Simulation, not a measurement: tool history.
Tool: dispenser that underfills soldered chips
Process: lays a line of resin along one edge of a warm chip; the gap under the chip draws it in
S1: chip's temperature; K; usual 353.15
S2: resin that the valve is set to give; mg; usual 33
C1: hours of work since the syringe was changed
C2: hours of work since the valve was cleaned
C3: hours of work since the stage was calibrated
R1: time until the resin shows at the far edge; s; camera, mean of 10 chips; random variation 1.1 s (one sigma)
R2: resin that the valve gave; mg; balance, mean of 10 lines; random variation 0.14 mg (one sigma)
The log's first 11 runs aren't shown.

run   hour      S1    S2  C1   C2   C3     R1     R2
 12     40  354.15    33   4   52  163  128.3  31.74
 13   42.1  354.15    33   6   53  164  140.9  31.43
      47.1  -- new syringe of resin
 14   47.4  354.15    33   0   57  168   98.7  31.82
 15   51.1  354.15    33   3   60  171    122  31.58
 16   54.8  355.15    33   6   63  174  137.4  31.25
 17   58.5  355.15    33   9   66  177  163.6   31.5
        60  -- new syringe of resin
 18   61.9  353.15    33   2   68  180  107.9  31.36
 19   66.2  347.15  33.1   5   72  183  177.9  31.24
 20   69.4  344.15  38.5   8   75  186  231.9  36.17
 21   71.6  366.15  38.5   9   76  188  102.1   36.3
      72.8  -- new syringe of resin
 22   74.4  364.15  32.8   1   78  190   69.2   30.9
 23   79.1  364.15  28.6   5   82  193   90.3   27.1
 24   81.3  364.15  28.6   7   84  195  101.5  26.72
 25   85.1  364.15  28.6  10   87  198  123.1  26.51
      85.9  -- new syringe of resin
 26   89.7  346.15  28.3   3   90  201  173.8  26.38
 27   94.1  342.15  36.5   7   94  205  242.4  33.74
 28   98.1  363.15  32.1  10   97  208  121.2  29.78
      98.8  -- new syringe of resin
 29  102.1  346.15  38.5   3  100  211    156  35.43
 30  106.9  347.15  31.1   6  104  215  201.6  28.43
     111.6  -- new syringe of resin
 31  111.9  352.15    33   0  107  219  110.5   30.3
 32  115.8  352.15    33   3  111  222  133.2  30.21
 33  118.1  352.15  29.1   5  112  224  154.2  26.77
 34  121.3  343.15    31   8  115  226  262.1  28.27
     124.3  -- new syringe of resin
 35    125  343.15  35.7   1  118  229  161.5  32.37
 36  130.1  350.15  30.7   5  122  233  157.9  27.87

Forecast each of these 3 alternatives for the next run:
     132.6  -- dispensing valve cleaned and set on the balance
  A  135.2  341.15  30.6   8   2  236   ?   ?
     132.6  -- dispensing valve cleaned and set on the balance
  B  135.2  354.15  38.3   8   2  236   ?   ?
     132.6  -- dispensing valve cleaned and set on the balance
  C  135.2  353.15  28.5   8   2  236   ?   ?

run     R1     R2
  A  280.9  30.58
  B  150.6  38.46
  C  168.7  28.49
Without the tool's hidden state the same runs would have given:
run     R1     R2
  A  179.9  30.55
  B   96.1  38.43
  C  107.7  28.46
